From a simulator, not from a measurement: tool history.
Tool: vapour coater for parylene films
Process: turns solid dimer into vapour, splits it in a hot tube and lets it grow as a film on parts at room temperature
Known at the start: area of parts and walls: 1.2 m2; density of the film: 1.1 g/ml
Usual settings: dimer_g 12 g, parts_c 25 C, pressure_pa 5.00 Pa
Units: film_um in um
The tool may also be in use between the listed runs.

run	hour	dimer_g	parts_c	pressure_pa	film_um
1	0.0	12	25	5.00	5.14
2	15.3	12	25	9.04	5.03
3	50.2	12	25	5.00	5.08
4	76.5	12	25	5.00	5.17
5	105.7	12	25	5.00	5.16
6	130.2	12	33	5.00	3.95
7	148.1	12	24	5.00	5.34
8	173.9	12	25	5.00	5.17
9	193.5	12	25	5.00	5.19
10	220.2	12	25	5.00	5.17
11	250.5	12	25	5.00	5.16
12	277.0	12	25	5.00	5.18
13	294.9	12	25	5.00	5.19
14	321.9	12	25	5.00	5.10
15	348.0	8	25	5.00	3.45
16	372.3	8	25	5.00	3.47
17	405.6	8	25	5.00	3.43
18	431.5	10	25	5.00	4.32
19	464.4	10	25	5.00	4.28
20	487.4	12	25	5.00	5.14
21	505.1	12	25	5.00	5.15
22	539.5	12	25	5.72	5.12
23	561.8	12	25	5.72	5.08
24	592.0	14	25	5.00	6.04
25	617.1	12	34	2.82	3.95
26	637.1	8	17	5.22	4.47
27	658.8	13	36	5.22	3.89
28	693.2	12	28	10.54	4.46
29	710.8	8	35	6.06	2.47
30	735.1	8	35	6.06	2.42
31	763.6	19	31	5.98	6.60
32	794.9	19	18	7.68	10.18
33	818.9	6	24	7.68	2.58
34	849.5	8	24	8.79	3.47
35	873.1	12	25	11.59	4.90
36	891.2	12	22	10.71	5.46
37	917.5	15	20	8.91	7.32
38	949.6	9	25	5.00	3.87
39	967.9	9	25	5.00	3.89
40	1000.7	12	25	5.93	5.13
41	1026.3	12	21	5.93	5.84
42	1052.2	8	17	6.72	4.40
43	1078.2	12	25	6.90	5.05
44	1107.4	12	25	6.90	5.09
45	1132.5	15	29	5.79	5.59
46	1157.9	7	25	5.79	3.02
47	1185.6	22	26	6.71	9.13

Not shown: 2 entries that the log had between the listed runs. Between which runs, and how does the tool's hidden state differ before and after?
Between runs 5 and 6: trap's valve overhauled (hour 128.5)
  vapour lost through the trap's worn valve, %: 0.3 -> 0
Between runs 45 and 46: trap's valve overhauled (hour 1143.7)
  vapour lost through the trap's worn valve, %: 0.3 -> 0

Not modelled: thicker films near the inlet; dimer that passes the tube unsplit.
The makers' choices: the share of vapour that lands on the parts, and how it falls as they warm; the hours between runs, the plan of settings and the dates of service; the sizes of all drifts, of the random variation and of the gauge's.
